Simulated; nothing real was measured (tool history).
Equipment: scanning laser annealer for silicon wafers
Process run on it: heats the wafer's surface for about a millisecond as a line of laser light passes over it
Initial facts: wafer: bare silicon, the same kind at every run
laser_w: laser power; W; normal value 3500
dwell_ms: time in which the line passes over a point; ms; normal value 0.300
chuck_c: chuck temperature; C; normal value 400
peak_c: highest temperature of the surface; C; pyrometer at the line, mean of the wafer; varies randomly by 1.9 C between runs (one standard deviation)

Run 1, hour 0.0: usual settings. Result: peak_c 1200 C.
Run 2, hour 5.0: usual settings but dwell_ms 0.334 ms. Result: peak_c 1247 C.
Run 3, hour 10.2: usual settings but dwell_ms 0.334 ms. Result: peak_c 1247 C.
Run 4, hour 18.3: usual settings but dwell_ms 0.334 ms. Result: peak_c 1242 C.
Run 5, hour 29.2: usual settings but dwell_ms 0.334 ms. Result: peak_c 1245 C.
Run 6, hour 37.2: usual settings but dwell_ms 0.334 ms. Result: peak_c 1246 C.
Run 7, hour 47.3: usual settings but dwell_ms 0.350 ms. Result: peak_c 1266 C.
Run 8, hour 57.0: usual settings but dwell_ms 0.350 ms. Result: peak_c 1271 C.
Run 9, hour 67.7: usual settings but dwell_ms 0.350 ms. Result: peak_c 1264 C.
Run 10, hour 72.1: usual settings but dwell_ms 0.350 ms. Result: peak_c 1269 C.
Run 11, hour 80.7: usual settings but dwell_ms 0.350 ms. Result: peak_c 1270 C.
Run 12, hour 90.4: usual settings. Result: peak_c 1200 C.
Run 13, hour 97.9: usual settings but laser_w 3571 W. Result: peak_c 1217 C.
Run 14, hour 107.8: usual settings. Result: peak_c 1201 C.
Run 15, hour 116.1: usual settings. Result: peak_c 1199 C.
Run 16, hour 123.1: usual settings but laser_w 3225 W. Result: peak_c 1128 C.
Run 17, hour 133.5: usual settings. Result: peak_c 1198 C.
Run 18, hour 142.4: usual settings. Result: peak_c 1201 C.
Run 19, hour 151.0: usual settings but laser_w 3334 W. Result: peak_c 1159 C.
Run 20, hour 159.9: usual settings but laser_w 3334 W. Result: peak_c 1159 C.
Run 21, hour 169.3: usual settings but laser_w 3328 W, dwell_ms 0.357 ms. Result: peak_c 1231 C.
Run 22, hour 173.9: usual settings but laser_w 3148 W, dwell_ms 0.253 ms, chuck_c 386 C. Result: peak_c 1037 C.
Run 23, hour 183.0: usual settings but laser_w 3148 W, dwell_ms 0.253 ms, chuck_c 386 C. Result: peak_c 1033 C.
Run 24, hour 193.8: usual settings but laser_w 3022 W, dwell_ms 0.305 ms, chuck_c 372 C. Result: peak_c 1057 C.
Run 25, hour 199.7: usual settings but laser_w 3022 W, dwell_ms 0.305 ms, chuck_c 372 C. Result: peak_c 1061 C.
Run 26, hour 205.6: usual settings but laser_w 3595 W, dwell_ms 0.222 ms. Result: peak_c 1103 C.
Run 27, hour 215.8: usual settings but laser_w 3595 W, dwell_ms 0.222 ms. Result: peak_c 1102 C.
Run 28, hour 221.3: usual settings but laser_w 3240 W, chuck_c 416 C. Result: peak_c 1151 C.
Run 29, hour 228.7: usual settings but laser_w 3174 W. Result: peak_c 1116 C.

Run 30 comes next. What will it give?
Run 30, hour 236.6: usual settings but laser_w 3729 W, dwell_ms 0.250 ms, chuck_c 438 C. Result: peak_c ?.

Logged for run 30: peak_c 1214 C.
On a tool with no hidden condition, and with the same random variation, this run would have come out at peak_c 1214 C.
